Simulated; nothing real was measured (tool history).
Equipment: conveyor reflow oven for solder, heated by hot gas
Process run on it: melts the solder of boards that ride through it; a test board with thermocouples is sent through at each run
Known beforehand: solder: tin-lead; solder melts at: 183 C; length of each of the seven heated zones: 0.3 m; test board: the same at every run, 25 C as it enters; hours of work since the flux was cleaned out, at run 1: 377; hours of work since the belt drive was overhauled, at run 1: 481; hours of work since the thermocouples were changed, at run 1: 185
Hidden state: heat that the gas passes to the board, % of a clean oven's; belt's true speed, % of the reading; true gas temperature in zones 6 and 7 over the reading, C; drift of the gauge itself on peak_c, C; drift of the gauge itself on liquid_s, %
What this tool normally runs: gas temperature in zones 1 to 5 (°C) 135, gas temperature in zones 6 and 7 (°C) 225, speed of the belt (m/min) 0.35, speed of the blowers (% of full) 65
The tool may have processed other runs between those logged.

run	day	gas temperature in zones 1 to 5 (°C)	gas temperature in zones 6 and 7 (°C)	speed of the belt (m/min)	speed of the blowers (% of full)	hours of work since the flux was cleaned out	hours of work since the belt drive was overhauled	hours of work since the thermocouples were changed	highest temperature of the board (°C)	time above the solder's melting point (s)
1	0	135	225	0.35	65	377	481	185	210.7	69.6
2	0.617	121	225	0.35	65	387	491	196	208.5	59.6
3	1.529	135	225	0.369	65	403	507	211	208.5	64.2
4	2.4	135	225	0.369	65	417	522	226	209.1	62.5
5	3.054	135	225	0.401	65	428	533	237	206.1	52.9
# day 4.25: flux residue cleaned out of gas plates and filters
6	4.367	135	226	0.401	65	2	551	256	210.1	59.4
7	5.275	135	226	0.401	65	17	567	271	210.7	59.4
8	6.362	135	226	0.401	65	36	585	290	210.2	59.5
9	6.946	135	226	0.401	65	46	595	299	210	59.9
10	7.4	135	218	0.35	65	53	603	307	206.7	65.6
11	7.933	135	218	0.35	65	63	612	316	206.7	65.8
12	8.746	135	225	0.35	65	76	626	330	213	73.3
13	9.329	135	225	0.35	65	86	636	340	212.9	73
14	10.067	135	225	0.35	65	99	648	353	212.9	73.9
15	11.017	135	225	0.35	56	115	664	369	210.8	69.5
16	11.971	135	225	0.35	76	131	681	385	215.2	76.5
17	12.542	135	225	0.35	76	141	690	395	215	76.8
18	13.575	135	222	0.33	65	158	708	412	211.8	76.3
19	14.296	125	222	0.33	81	171	720	424	213	76.1
20	15.271	125	222	0.33	81	187	737	441	213.4	75
21	16.088	122	225	0.35	65	201	751	455	210.5	64.3
22	16.862	133	219	0.35	59	214	764	468	205.3	62
23	17.675	133	227	0.35	55	228	778	482	211.2	69.7

Forecast run 24:
24	18.646	135	214	0.414	50	245	794	498	?	?

Run 24 gave highest temperature of the board (°C) 193.7, time above the solder's melting point (s) 29.3.
With the hidden condition absent and the run-to-run variation left alone, this run would have shown highest temperature of the board (°C) 194, time above the solder's melting point (s) 29.9.
